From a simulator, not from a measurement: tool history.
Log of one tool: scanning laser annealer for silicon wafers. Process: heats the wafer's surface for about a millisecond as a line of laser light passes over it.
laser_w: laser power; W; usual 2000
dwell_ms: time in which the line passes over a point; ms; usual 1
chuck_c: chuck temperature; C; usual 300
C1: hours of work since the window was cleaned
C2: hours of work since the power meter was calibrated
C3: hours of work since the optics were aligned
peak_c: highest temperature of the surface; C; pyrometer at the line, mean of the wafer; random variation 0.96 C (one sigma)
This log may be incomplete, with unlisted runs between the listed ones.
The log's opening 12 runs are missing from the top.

Run 13, hour 698.1: usual settings but chuck_c 286 C; C1 615; C2 976; C3 1171. Result: peak_c 979.9 C.
Run 14, hour 764.3: usual settings but chuck_c 286 C; C1 659; C2 1020; C3 1215. Result: peak_c 979.6 C.
Run 15, hour 820.3: usual settings but dwell_ms 0.87 ms; C1 697; C2 1057; C3 1253. Result: peak_c 945.1 C.
Run 16, hour 865.2: usual settings; C1 726; C2 1087; C3 1283. Result: peak_c 991.3 C.
At hour 904.9: optics aligned, line set to its width.
Run 17, hour 923.6: usual settings but laser_w 1976 W; C1 762; C2 1123; C3 12. Result: peak_c 986.8 C.
Run 18, hour 973.6: usual settings but laser_w 1976 W; C1 795; C2 1156; C3 46. Result: peak_c 986 C.
Run 19, hour 1033.2: usual settings but laser_w 1780 W; C1 835; C2 1195; C3 85. Result: peak_c 922.2 C.
Run 20, hour 1071.2: usual settings but laser_w 1780 W, chuck_c 294 C; C1 860; C2 1221; C3 111. Result: peak_c 916.3 C.
At hour 1078.8: window over the wafer cleaned.
Run 21, hour 1107.2: usual settings but laser_w 1891 W, dwell_ms 0.82 ms, chuck_c 310 C; C1 19; C2 1243; C3 133. Result: peak_c 917.7 C.
Run 22, hour 1152.5: usual settings but laser_w 1891 W, dwell_ms 0.82 ms, chuck_c 325 C; C1 49; C2 1273; C3 163. Result: peak_c 930.6 C.
Run 23, hour 1212.8: usual settings but laser_w 1891 W, dwell_ms 0.82 ms, chuck_c 325 C; C1 89; C2 1314; C3 203. Result: peak_c 930.3 C.
Run 24, hour 1280.3: usual settings but laser_w 1891 W, dwell_ms 0.82 ms, chuck_c 325 C; C1 134; C2 1359; C3 248. Result: peak_c 930.6 C.
Run 25, hour 1332.7: usual settings but dwell_ms 0.76 ms, chuck_c 315 C; C1 169; C2 1393; C3 283. Result: peak_c 926.8 C.
Run 26, hour 1385.4: usual settings but dwell_ms 0.76 ms, chuck_c 315 C; C1 204; C2 1428; C3 318. Result: peak_c 925.6 C.
Run 27, hour 1449.4: usual settings but dwell_ms 0.76 ms, chuck_c 315 C; C1 246; C2 1471; C3 361. Result: peak_c 925.2 C.
Run 28, hour 1487.9: usual settings but laser_w 2002 W, dwell_ms 1.11 ms, chuck_c 281 C; C1 272; C2 1497; C3 386. Result: peak_c 1026.9 C.
Run 29, hour 1533.1: usual settings but dwell_ms 1.03 ms, chuck_c 296 C; C1 302; C2 1527; C3 417. Result: peak_c 1012 C.
Run 30, hour 1580.5: usual settings but dwell_ms 1.2 ms, chuck_c 323 C; C1 334; C2 1558; C3 448. Result: peak_c 1096.2 C.
Run 31, hour 1645.5: usual settings but laser_w 1853 W, dwell_ms 1.24 ms, chuck_c 326 C; C1 377; C2 1601; C3 491. Result: peak_c 1058.7 C.
Run 32, hour 1686.2: usual settings but laser_w 1853 W, dwell_ms 1.24 ms, chuck_c 326 C; C1 404; C2 1629; C3 518. Result: peak_c 1058.9 C.
Run 33, hour 1736.3: usual settings but dwell_ms 0.96 ms; C1 437; C2 1662; C3 552. Result: peak_c 987 C.
Run 34, hour 1774.8: usual settings but dwell_ms 0.96 ms; C1 463; C2 1687; C3 577. Result: peak_c 984.3 C.
Run 35, hour 1827.8: usual settings but dwell_ms 0.89 ms; C1 498; C2 1723; C3 613. Result: peak_c 958.5 C.
Run 36, hour 1867.1: usual settings but laser_w 1987 W, chuck_c 336 C; C1 524; C2 1749; C3 639. Result: peak_c 1032.9 C.
Run 37, hour 1938.3: usual settings but laser_w 1799 W, dwell_ms 0.94 ms, chuck_c 303 C; C1 572; C2 1796; C3 686. Result: peak_c 915.9 C.

Each row is a separate what-if for the run after 37, all from the same tool condition, not one after another. Results?
Run A, hour 2008.6: usual settings but laser_w 1777 W, dwell_ms 0.94 ms, chuck_c 303 C; C1 618; C2 1843; C3 733. Result: peak_c ?.
Run B, hour 2008.6: usual settings but laser_w 1799 W, dwell_ms 0.81 ms, chuck_c 303 C; C1 618; C2 1843; C3 733. Result: peak_c ?.
Run C, hour 2008.6: usual settings but laser_w 1955 W, dwell_ms 1.11 ms, chuck_c 335 C; C1 618; C2 1843; C3 733. Result: peak_c ?.
Run D, hour 2008.6: usual settings but laser_w 2108 W, chuck_c 331 C; C1 618; C2 1843; C3 733. Result: peak_c ?.
Run E, hour 2008.6: usual settings but laser_w 1763 W, dwell_ms 1.17 ms, chuck_c 321 C; C1 618; C2 1843; C3 733. Result: peak_c ?.

run  peak_c
  A   907.4
  B   868.5
  C  1056.8
  D  1065.4
  E   992.9
Without the tool's hidden state the same runs would have given:
run  peak_c
  A   913.2
  B   873.8
  C  1063.6
  D  1072.3
  E   999.3

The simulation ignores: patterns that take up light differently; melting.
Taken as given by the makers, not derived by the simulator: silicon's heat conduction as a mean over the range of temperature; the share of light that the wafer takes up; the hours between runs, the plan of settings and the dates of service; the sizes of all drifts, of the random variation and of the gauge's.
